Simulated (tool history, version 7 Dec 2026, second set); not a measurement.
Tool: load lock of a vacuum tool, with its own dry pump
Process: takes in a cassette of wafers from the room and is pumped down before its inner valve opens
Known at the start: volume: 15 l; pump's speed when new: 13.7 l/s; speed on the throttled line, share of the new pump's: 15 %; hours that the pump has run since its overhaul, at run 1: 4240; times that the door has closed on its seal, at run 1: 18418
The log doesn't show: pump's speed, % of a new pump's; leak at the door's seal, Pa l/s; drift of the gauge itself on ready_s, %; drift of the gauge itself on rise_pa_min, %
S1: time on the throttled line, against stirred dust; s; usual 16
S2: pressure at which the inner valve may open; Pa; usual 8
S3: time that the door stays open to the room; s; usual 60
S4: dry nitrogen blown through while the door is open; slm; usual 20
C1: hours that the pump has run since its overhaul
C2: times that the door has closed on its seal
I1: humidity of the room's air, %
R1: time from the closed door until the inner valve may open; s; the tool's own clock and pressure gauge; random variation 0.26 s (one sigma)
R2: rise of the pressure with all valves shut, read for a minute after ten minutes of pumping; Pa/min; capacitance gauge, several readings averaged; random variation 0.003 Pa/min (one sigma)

| run | hour | S1 | S2 | S3 | S4 | C1 | C2 | I1 | R1 | R2 |
|---|---|---|---|---|---|---|---|---|---|---|
| 1 | 0.0 | 16 | 8 | 60 | 20 | 4240 | 18418 | 48.1 | 24.7 | 0.109 |
| 2 | 56.9 | 16 | 8 | 60 | 20 | 4297 | 18632 | 43.9 | 24.7 | 0.110 |
| 3 | 111.4 | 16 | 8 | 60 | 20 | 4352 | 18837 | 43.9 | 24.3 | 0.115 |
| 4 | 181.2 | 16 | 8 | 60 | 20 | 4421 | 19099 | 44.4 | 24.7 | 0.112 |
| 5 | 247.8 | 16 | 8 | 60 | 20 | 4488 | 19349 | 43.9 | 24.7 | 0.116 |
| 6 | 317.8 | 17 | 8 | 60 | 20 | 4558 | 19612 | 42.4 | 25.1 | 0.111 |
| 7 | 435.5 | 17 | 8 | 60 | 20 | 4676 | 20054 | 45.8 | 25.7 | 0.120 |
| 8 | 491.5 | 13 | 8 | 60 | 20 | 4732 | 20265 | 46.8 | 22.4 | 0.115 |
| 9 | 586.4 | 13 | 8 | 60 | 20 | 4827 | 20621 | 44.0 | 22.3 | 0.123 |
| 10 | 694.2 | 16 | 8 | 123 | 20 | 4934 | 21026 | 42.4 | 24.6 | 0.128 |
| 11 | 799.7 | 16 | 8 | 123 | 20 | 5040 | 21423 | 45.3 | 24.8 | 0.127 |
| 12 | 898.6 | 16 | 8 | 123 | 20 | 5139 | 21794 | 48.3 | 24.2 | 0.141 |
| 13 | 956.7 | 16 | 8 | 123 | 20 | 5197 | 22012 | 46.2 | 24.9 | 0.139 |
| 14 | 1065.8 | 16 | 8 | 123 | 20 | 5306 | 22422 | 42.5 | 24.7 | 0.146 |
| 15 | 1124.9 | 24 | 8 | 123 | 20 | 5365 | 22644 | 44.2 | 31.1 | 0.138 |
| 16 | 1227.2 | 16 | 8 | 60 | 20 | 5467 | 23029 | 43.9 | 24.6 | 0.143 |
| 17 | 1339.8 | 16 | 10 | 60 | 20 | 5580 | 23452 | 45.1 | 24.4 | 0.145 |
| 18 | 1463.4 | 16 | 10 | 60 | 20 | 5704 | 23916 | 43.7 | 24.5 | 0.155 |
| 19 | 1554.0 | 16 | 8 | 60 | 20 | 5794 | 24257 | 45.1 | 24.7 | 0.152 |
| 20 | 1633.4 | 16 | 8 | 60 | 20 | 5874 | 24555 | 50.0 | 24.9 | 0.156 |
| 21 | 1706.5 | 11 | 6 | 38 | 26 | 5947 | 24829 | 43.6 | 21.2 | 0.152 |
| 22 | 1812.1 | 10 | 9 | 60 | 8 | 6052 | 25226 | 48.3 | 19.8 | 0.168 |
| 23 | 1885.4 | 10 | 9 | 84 | 27 | 6126 | 25502 | 44.1 | 19.9 | 0.158 |
| 24 | 1952.3 | 10 | 9 | 84 | 27 | 6193 | 25753 | 44.6 | 19.6 | 0.162 |
| 25 | 2073.2 | 17 | 8 | 50 | 20 | 6313 | 26207 | 43.4 | 26.1 | 0.164 |
| 26 | 2146.5 | 17 | 8 | 50 | 20 | 6387 | 26483 | 45.9 | 26.0 | 0.173 |
| 27 | 2210.2 | 19 | 13 | 58 | 20 | 6450 | 26722 | 43.8 | 26.5 | 0.173 |
| 28 | 2274.9 | 13 | 8 | 101 | 13 | 6515 | 26965 | 49.5 | 22.5 | 0.184 |
| 29 | 2331.1 | 11 | 9 | 205 | 38 | 6571 | 27176 | 48.8 | 20.7 | 0.176 |
| 30 | 2388.4 | 11 | 9 | 205 | 38 | 6629 | 27391 | 49.0 | 20.8 | 0.185 |
| 31 | 2502.1 | 11 | 9 | 205 | 17 | 6742 | 27819 | 42.5 | 20.9 | 0.191 |
| 32 | 2592.4 | 13 | 13 | 52 | 18 | 6833 | 28158 | 40.9 | 22.0 | 0.184 |
| 33 | 2661.1 | 28 | 13 | 42 | 9 | 6901 | 28416 | 40.0 | 34.4 | 0.193 |
| 34 | 2775.9 | 16 | 7 | 171 | 20 | 7016 | 28848 | 45.8 | 25.2 | 0.196 |
| 35 | 2864.3 | 16 | 7 | 171 | 20 | 7105 | 29180 | 45.4 | 24.8 | 0.202 |
| 36 | 2935.0 | 21 | 8 | 55 | 20 | 7175 | 29445 | 46.1 | 28.9 | 0.197 |
| 37 | 3025.7 | 15 | 8 | 159 | 8 | 7266 | 29786 | 46.5 | 24.6 | 0.222 |

The same runs without the tool's hidden state, with the same run-to-run variation:
| run | R1 | R2 |
|---|---|---|
| 1 | 24.1 | 0.029 |
| 2 | 24.1 | 0.029 |
| 3 | 23.6 | 0.031 |
| 4 | 24.0 | 0.028 |
| 5 | 24.0 | 0.030 |
| 6 | 24.5 | 0.023 |
| 7 | 25.1 | 0.027 |
| 8 | 21.6 | 0.023 |
| 9 | 21.5 | 0.027 |
| 10 | 23.8 | 0.031 |
| 11 | 24.1 | 0.027 |
| 12 | 23.4 | 0.038 |
| 13 | 24.1 | 0.035 |
| 14 | 23.9 | 0.035 |
| 15 | 30.4 | 0.030 |
| 16 | 23.8 | 0.031 |
| 17 | 23.7 | 0.027 |
| 18 | 23.7 | 0.034 |
| 19 | 23.9 | 0.029 |
| 20 | 24.1 | 0.031 |
| 21 | 20.2 | 0.022 |
| 22 | 18.8 | 0.034 |
| 23 | 18.9 | 0.025 |
| 24 | 18.6 | 0.026 |
| 25 | 25.2 | 0.024 |
| 26 | 25.1 | 0.030 |
| 27 | 25.7 | 0.028 |
| 28 | 21.5 | 0.036 |
| 29 | 19.7 | 0.029 |
| 30 | 19.7 | 0.034 |
| 31 | 19.8 | 0.038 |
| 32 | 21.0 | 0.029 |
| 33 | 33.7 | 0.033 |
| 34 | 24.1 | 0.033 |
| 35 | 23.7 | 0.035 |
| 36 | 28.0 | 0.030 |
| 37 | 23.6 | 0.052 |
